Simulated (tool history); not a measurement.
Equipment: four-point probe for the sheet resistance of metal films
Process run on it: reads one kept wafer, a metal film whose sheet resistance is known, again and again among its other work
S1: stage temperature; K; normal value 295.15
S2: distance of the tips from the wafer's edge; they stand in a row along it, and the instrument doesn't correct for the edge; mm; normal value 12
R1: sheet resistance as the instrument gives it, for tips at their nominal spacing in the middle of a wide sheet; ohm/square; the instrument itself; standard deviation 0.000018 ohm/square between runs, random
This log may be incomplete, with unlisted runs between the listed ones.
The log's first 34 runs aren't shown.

| run | hour | S1 | S2 | R1 |
|---|---|---|---|---|
| 35 | 705.0 | 294.15 | 3 | 0.094233 |
| 36 | 734.3 | 295.15 | 16 | 0.089463 |
| 37 | 762.6 | 295.15 | 16 | 0.089446 |
| 38 | 785.8 | 295.15 | 16 | 0.089438 |
|  | 800.4 | stage's thermometer calibrated, once more |
| 39 | 800.4 | 291.15 | 12 | 0.089324 |
| 40 | 812.8 | 305.15 | 12 | 0.090077 |
| 41 | 840.3 | 295.15 | 37 | 0.089200 |
| 42 | 866.4 | 297.15 | 4 | 0.092185 |
| 43 | 890.2 | 304.15 | 11 | 0.090076 |
| 44 | 918.7 | 304.15 | 11 | 0.090006 |
| 45 | 935.7 | 307.15 | 53 | 0.089781 |

Predict each of these 4 candidate next runs independently; none follows another, all start after run 45:
| A | 963.1 | 297.15 | 23 | ? |
| B | 963.1 | 305.15 | 11 | ? |
| C | 963.1 | 292.15 | 64 | ? |
| D | 963.1 | 301.15 | 5 | ? |

| run | R1 |
|---|---|
| A | 0.089355 |
| B | 0.090061 |
| C | 0.089006 |
| D | 0.091354 |
Without the tool's unlogged condition, the same runs would have read:
| run | R1 |
|---|---|
| A | 0.090065 |
| B | 0.090777 |
| C | 0.089714 |
| D | 0.092078 |
